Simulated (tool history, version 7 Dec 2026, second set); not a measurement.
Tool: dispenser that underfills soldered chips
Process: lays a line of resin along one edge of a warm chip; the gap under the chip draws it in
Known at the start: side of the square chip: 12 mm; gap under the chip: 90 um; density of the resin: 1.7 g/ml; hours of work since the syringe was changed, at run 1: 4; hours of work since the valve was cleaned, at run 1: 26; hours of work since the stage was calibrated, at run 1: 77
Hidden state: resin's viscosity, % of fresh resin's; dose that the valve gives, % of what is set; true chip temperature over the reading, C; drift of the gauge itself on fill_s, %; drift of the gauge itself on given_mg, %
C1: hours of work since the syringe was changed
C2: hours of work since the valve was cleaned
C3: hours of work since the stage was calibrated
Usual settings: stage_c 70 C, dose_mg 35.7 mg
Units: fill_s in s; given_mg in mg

{"run": 1, "day": 0.0, "stage_c": 70, "dose_mg": 35.7, "C1": 4, "C2": 26, "C3": 77, "fill_s": 79.3, "given_mg": 35.25}
{"run": 2, "day": 0.154, "stage_c": 79, "dose_mg": 35.7, "C1": 7, "C2": 29, "C3": 80, "fill_s": 64.5, "given_mg": 34.86}
{"run": 3, "day": 0.275, "stage_c": 70, "dose_mg": 31.3, "C1": 9, "C2": 32, "C3": 82, "fill_s": 99.5, "given_mg": 30.79}
{"day": 0.379, "done": "new syringe of resin"}
{"run": 4, "day": 0.388, "stage_c": 70, "dose_mg": 31.3, "C1": 0, "C2": 33, "C3": 84, "fill_s": 73.3, "given_mg": 30.76}
{"run": 5, "day": 0.475, "stage_c": 70, "dose_mg": 31.3, "C1": 2, "C2": 35, "C3": 86, "fill_s": 78.6, "given_mg": 30.45}
{"run": 6, "day": 0.621, "stage_c": 70, "dose_mg": 31.3, "C1": 4, "C2": 38, "C3": 88, "fill_s": 87.7, "given_mg": 30.57}
{"run": 7, "day": 0.792, "stage_c": 70, "dose_mg": 31.3, "C1": 8, "C2": 41, "C3": 92, "fill_s": 98.7, "given_mg": 30.82}
{"day": 0.942, "done": "new syringe of resin"}
{"run": 8, "day": 0.967, "stage_c": 70, "dose_mg": 31.3, "C1": 0, "C2": 44, "C3": 95, "fill_s": 73.9, "given_mg": 30.51}
{"day": 1.042, "done": "dispensing valve cleaned and set on the balance"}
{"run": 9, "day": 1.208, "stage_c": 70, "dose_mg": 31.3, "C1": 4, "C2": 3, "C3": 98, "fill_s": 83.3, "given_mg": 31.19}
{"run": 10, "day": 1.367, "stage_c": 80, "dose_mg": 45.5, "C1": 7, "C2": 6, "C3": 101, "fill_s": 62.3, "given_mg": 45.31}
{"day": 1.554, "done": "new syringe of resin"}
{"run": 11, "day": 1.575, "stage_c": 70, "dose_mg": 41.5, "C1": 0, "C2": 10, "C3": 105, "fill_s": 70.9, "given_mg": 41.66}
{"run": 12, "day": 1.679, "stage_c": 56, "dose_mg": 40.8, "C1": 2, "C2": 12, "C3": 107, "fill_s": 137.2, "given_mg": 40.27}
{"run": 13, "day": 1.775, "stage_c": 81, "dose_mg": 44.8, "C1": 4, "C2": 13, "C3": 109, "fill_s": 54.4, "given_mg": 44.29}

Forecast each of these 5 alternatives for the next run:
{"run": "A", "day": 1.942, "stage_c": 70, "dose_mg": 39.3, "C1": 7, "C2": 16, "C3": 112, "fill_s": "?", "given_mg": "?"}
{"run": "B", "day": 1.942, "stage_c": 85, "dose_mg": 35.9, "C1": 7, "C2": 16, "C3": 112, "fill_s": "?", "given_mg": "?"}
{"run": "C", "day": 1.942, "stage_c": 74, "dose_mg": 41.1, "C1": 7, "C2": 16, "C3": 112, "fill_s": "?", "given_mg": "?"}
{"run": "D", "day": 1.942, "stage_c": 64, "dose_mg": 41.1, "C1": 7, "C2": 16, "C3": 112, "fill_s": "?", "given_mg": "?"}
{"run": "E", "day": 1.942, "stage_c": 71, "dose_mg": 42.7, "C1": 7, "C2": 16, "C3": 112, "fill_s": "?", "given_mg": "?"}

run=A fill_s=91.6 given_mg=38.93
run=B fill_s=51.4 given_mg=35.40
run=C fill_s=78.3 given_mg=40.62
run=D fill_s=116.8 given_mg=40.49
run=E fill_s=88.7 given_mg=42.22
Without the tool's hidden state the same runs would have given:
run=A fill_s=68.7 given_mg=39.36
run=B fill_s=38.6 given_mg=35.79
run=C fill_s=58.7 given_mg=41.06
run=D fill_s=87.6 given_mg=40.93
run=E fill_s=66.5 given_mg=42.68
